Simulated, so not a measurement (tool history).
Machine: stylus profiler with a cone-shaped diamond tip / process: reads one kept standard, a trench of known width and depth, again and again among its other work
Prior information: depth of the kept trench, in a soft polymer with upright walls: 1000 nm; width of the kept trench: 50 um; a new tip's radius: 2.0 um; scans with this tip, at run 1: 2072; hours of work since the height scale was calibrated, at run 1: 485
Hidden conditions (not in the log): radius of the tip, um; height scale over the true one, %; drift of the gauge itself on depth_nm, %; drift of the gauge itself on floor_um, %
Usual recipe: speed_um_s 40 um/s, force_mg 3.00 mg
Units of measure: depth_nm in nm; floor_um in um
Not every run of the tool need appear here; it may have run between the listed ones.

run   hour  speed_um_s  force_mg  scans with this tip  hours of work since the height scale was calibrated  depth_nm  floor_um
  1    0.0          40      3.00                 2072                                                  485   1018.53     45.76
  2   31.1          40      3.00                 2140                                                  501   1018.77     45.75
  3   62.1         152      3.00                 2209                                                  517   1018.64     45.14
  4   80.4         152      3.00                 2249                                                  527   1018.52     45.10
  5  112.9         152      3.00                 2321                                                  544   1018.36     45.06
  6  142.8          38      3.00                 2387                                                  559   1018.75     45.73
  7  163.2          38      3.00                 2432                                                  570   1018.82     45.73
  8  196.2          38      3.00                 2505                                                  587   1018.59     45.66
  9  221.7          38      3.00                 2561                                                  600   1018.83     45.69
 10  255.4          86      3.00                 2636                                                  617   1018.94     45.38
 11  269.8          40      3.00                 2667                                                  625   1018.74     45.65
 12  297.2          40      3.00                 2728                                                  639   1018.45     45.68
 13  312.4          40      1.48                 2761                                                  647   1012.25     45.52
 14  331.4          51      1.48                 2803                                                  657   1012.02     45.39
 15  363.2          40      3.00                 2873                                                  673   1019.02     45.60
 16  377.4          40      3.00                 2905                                                  680   1018.73     45.60
 17  400.3          40      3.00                 2955                                                  692   1018.79     45.64
 18  425.4          40      3.00                 3011                                                  705   1019.21     45.58
 19  441.2          40      7.14                 3046                                                  713   1032.51     45.65
 20  462.0          40      7.14                 3092                                                  724   1032.51     45.66
 21  485.5          40      7.14                 3143                                                  736   1032.74     45.63
 22  518.0          27      7.14                 3215                                                  753   1032.69     45.63
 23  547.5          14      1.37                 3280                                                  768   1011.94     45.57
 24  572.1         136      1.85                 3335                                                  781   1014.31     44.77
 25  604.4          13      3.38                 3406                                                  798   1020.57     45.61
 26  629.3          68      5.35                 3461                                                  810   1027.29     45.45
 27  643.9          68      5.35                 3493                                                  818   1026.89     45.40
 28  661.3          40      5.06                 3531                                                  827   1026.26     45.54
 29  682.6          15      1.73                 3578                                                  838   1013.65     45.57
 30  710.3          45      3.00                 3640                                                  852   1018.74     45.42
 31  738.7          53      2.61                 3702                                                  867   1017.71     45.35
 32  761.3          73      1.26                 3752                                                  879   1011.61     44.97

Expected results for the next run?
 33  780.4          73      1.26                 3794                                                  889         ?         ?

Run 33 measured depth_nm 1011.58 nm, floor_um 45.03 um.
With the hidden condition absent and the run-to-run variation left alone, this run would have shown depth_nm 1009.53 nm, floor_um 45.94 um.

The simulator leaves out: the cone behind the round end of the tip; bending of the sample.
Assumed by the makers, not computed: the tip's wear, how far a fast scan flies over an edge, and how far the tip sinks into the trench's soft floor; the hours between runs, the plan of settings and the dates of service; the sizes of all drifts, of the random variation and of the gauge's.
